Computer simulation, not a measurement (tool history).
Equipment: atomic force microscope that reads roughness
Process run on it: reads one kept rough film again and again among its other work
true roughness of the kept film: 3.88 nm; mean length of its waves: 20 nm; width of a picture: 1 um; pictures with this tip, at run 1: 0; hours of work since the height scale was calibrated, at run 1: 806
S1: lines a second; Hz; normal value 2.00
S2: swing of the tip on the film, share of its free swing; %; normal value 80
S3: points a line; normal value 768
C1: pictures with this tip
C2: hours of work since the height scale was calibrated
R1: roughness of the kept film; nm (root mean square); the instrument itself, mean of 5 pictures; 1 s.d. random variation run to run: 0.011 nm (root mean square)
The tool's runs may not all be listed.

| run | hour | S1 | S2 | S3 | C1 | C2 | R1 |
|---|---|---|---|---|---|---|---|
| 1 | 0.0 | 2.00 | 80 | 768 | 0 | 806 | 2.615 |
| 2 | 65.7 | 2.00 | 80 | 1016 | 66 | 840 | 2.299 |
| 3 | 117.8 | 2.00 | 80 | 768 | 119 | 866 | 2.111 |
| 4 | 162.5 | 2.00 | 80 | 768 | 164 | 889 | 1.991 |
| 5 | 191.3 | 2.00 | 80 | 768 | 193 | 904 | 1.891 |
| 6 | 254.6 | 2.00 | 80 | 768 | 257 | 936 | 1.751 |
| 7 | 317.5 | 2.00 | 80 | 768 | 320 | 968 | 1.632 |
|  | 328.8 | new tip fitted |
| 8 | 378.1 | 2.00 | 80 | 768 | 50 | 999 | 2.394 |
| 9 | 432.7 | 2.00 | 80 | 768 | 105 | 1026 | 2.175 |
| 10 | 471.8 | 2.86 | 80 | 768 | 144 | 1046 | 1.925 |
| 11 | 532.4 | 2.86 | 80 | 768 | 205 | 1077 | 1.759 |
| 12 | 566.0 | 2.86 | 80 | 768 | 239 | 1094 | 1.682 |
| 13 | 632.6 | 1.50 | 80 | 768 | 306 | 1128 | 1.744 |
|  | 657.0 | new tip fitted |
| 14 | 684.4 | 1.50 | 80 | 768 | 27 | 1155 | 2.603 |
| 15 | 749.2 | 1.50 | 80 | 768 | 93 | 1188 | 2.343 |
| 16 | 789.0 | 0.70 | 80 | 768 | 133 | 1208 | 2.395 |
| 17 | 848.5 | 0.70 | 69 | 768 | 193 | 1238 | 2.243 |
| 18 | 894.4 | 0.70 | 69 | 768 | 239 | 1262 | 2.107 |
| 19 | 953.3 | 0.70 | 69 | 768 | 298 | 1292 | 1.956 |
|  | 985.7 | new tip fitted |
| 20 | 1020.7 | 0.70 | 69 | 768 | 35 | 1326 | 2.838 |
| 21 | 1057.5 | 0.70 | 69 | 768 | 72 | 1345 | 2.683 |
| 22 | 1099.9 | 2.00 | 80 | 768 | 115 | 1366 | 2.131 |
| 23 | 1148.3 | 3.76 | 80 | 768 | 164 | 1391 | 1.694 |
| 24 | 1205.1 | 3.76 | 80 | 768 | 221 | 1420 | 1.590 |
| 25 | 1257.2 | 0.61 | 63 | 768 | 273 | 1446 | 2.076 |
|  | 1264.1 | height scale calibrated on a step standard |
|  | 1316.0 | new tip fitted |
| 26 | 1323.4 | 2.97 | 80 | 768 | 8 | 30 | 2.345 |
| 27 | 1350.8 | 2.97 | 80 | 768 | 35 | 44 | 2.231 |
| 28 | 1412.7 | 2.77 | 80 | 876 | 98 | 75 | 2.051 |
|  | 1438.8 | height scale calibrated on a step standard, once more |
| 29 | 1480.5 | 3.74 | 88 | 300 | 165 | 21 | 1.475 |
| 30 | 1517.7 | 1.86 | 67 | 435 | 202 | 40 | 2.072 |
| 31 | 1556.3 | 1.86 | 67 | 435 | 241 | 60 | 1.978 |
| 32 | 1584.8 | 1.86 | 66 | 411 | 270 | 74 | 1.906 |
| 33 | 1617.6 | 1.81 | 60 | 333 | 303 | 91 | 1.895 |
|  | 1648.4 | new tip fitted |
| 34 | 1654.3 | 3.25 | 72 | 653 | 6 | 110 | 2.576 |
| 35 | 1710.3 | 3.25 | 72 | 543 | 62 | 138 | 2.334 |
| 36 | 1766.1 | 3.25 | 72 | 543 | 118 | 167 | 2.147 |
| 37 | 1833.1 | 0.71 | 67 | 724 | 186 | 201 | 2.292 |
| 38 | 1890.4 | 0.52 | 60 | 735 | 244 | 230 | 2.156 |
| 39 | 1934.3 | 0.52 | 60 | 735 | 288 | 252 | 2.033 |
|  | 1978.6 | new tip fitted |
| 40 | 1989.3 | 0.52 | 70 | 268 | 11 | 280 | 2.948 |
| 41 | 2041.3 | 3.26 | 63 | 438 | 63 | 307 | 2.504 |
| 42 | 2092.6 | 3.37 | 67 | 445 | 115 | 333 | 2.231 |
| 43 | 2123.5 | 2.00 | 74 | 741 | 146 | 349 | 2.183 |
| 44 | 2153.6 | 2.00 | 74 | 741 | 177 | 364 | 2.076 |
| 45 | 2210.9 | 2.00 | 59 | 741 | 235 | 393 | 2.121 |

Predict each of these 4 candidate next runs independently; none follows another, all start after run 45:
| A | 2258.4 | 1.02 | 64 | 801 | 282 | 417 | ? |
| B | 2258.4 | 2.70 | 57 | 432 | 282 | 417 | ? |
| C | 2258.4 | 1.19 | 77 | 857 | 282 | 417 | ? |
| D | 2258.4 | 2.00 | 79 | 349 | 282 | 417 | ? |

| run | R1 |
|---|---|
| A | 2.048 |
| B | 1.984 |
| C | 1.920 |
| D | 1.726 |
Had the tool no hidden state, the same runs would have come out as:
| run | R1 |
|---|---|
| A | 3.102 |
| B | 3.003 |
| C | 2.912 |
| D | 2.620 |
